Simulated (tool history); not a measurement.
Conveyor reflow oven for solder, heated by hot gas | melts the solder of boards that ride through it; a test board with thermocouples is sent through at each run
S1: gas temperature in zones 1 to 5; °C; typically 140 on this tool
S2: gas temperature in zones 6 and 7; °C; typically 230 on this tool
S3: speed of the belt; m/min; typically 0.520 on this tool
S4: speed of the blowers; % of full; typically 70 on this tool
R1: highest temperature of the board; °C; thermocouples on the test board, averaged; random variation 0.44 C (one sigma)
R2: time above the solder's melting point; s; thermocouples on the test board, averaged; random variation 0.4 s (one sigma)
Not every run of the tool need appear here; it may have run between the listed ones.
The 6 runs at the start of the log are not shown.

run   hour   S1   S2     S3  S4     R1    R2
  7  108.6  140  230  0.556  89  215.5  56.0
  8  131.0  140  230  0.556  89  215.2  56.5
  9  143.0  140  230  0.556  89  215.3  56.5
 10  161.3  140  230  0.556  89  215.0  57.0
     167.5  -- flux residue cleaned out of gas plates and filters
 11  181.5  140  230  0.556  89  214.9  55.2
 12  194.0  127  230  0.556  89  211.6  48.4
 13  216.3  127  230  0.556  89  212.0  48.0
 14  227.1  127  230  0.556  89  212.3  48.1
 15  239.6  127  230  0.556  89  212.1  48.2
 16  252.8  127  230  0.556  89  211.8  47.9
 17  265.7  127  230  0.556  89  211.6  48.0
     277.2  -- flux residue cleaned out of gas plates and filters, once more
 18  280.9  128  228  0.505  68  212.1  54.1
 19  298.4  128  228  0.505  68  211.4  53.4
 20  308.6  133  236  0.561  56  211.3  48.1
 21  322.3  133  230  0.581  56  205.3  40.0
 22  341.3  153  230  0.520  58  214.9  64.3
 23  361.8  126  237  0.564  73  216.4  50.6
 24  384.7  126  231  0.564  73  210.4  46.1
 25  402.7  140  230  0.520  88  217.9  63.7
 26  422.2  141  230  0.538  72  215.3  57.5
 27  444.0  152  230  0.579  60  211.6  53.7
 28  462.4  152  230  0.579  60  211.6  54.0
 29  478.8  126  230  0.503  60  210.4  52.4
 30  499.5  145  227  0.503  60  211.5  60.5
 31  520.0  127  230  0.531  57  207.8  45.2

4 options for the next run, each taken on its own from the tool as it stands now. Forecast them:
  A  544.2  140  225  0.520  70   ?   ?
  B  544.2  149  230  0.520  72   ?   ?
  C  544.2  127  221  0.509  57   ?   ?
  D  544.2  129  230  0.484  56   ?   ?

run     R1    R2
  A  211.1  56.2
  B  216.9  65.1
  C  201.7  40.0
  D  211.5  55.4
With no hidden state in the tool, these same runs would have given:
run     R1    R2
  A  209.3  54.1
  B  215.1  63.2
  C  199.9  37.2
  D  209.7  53.0
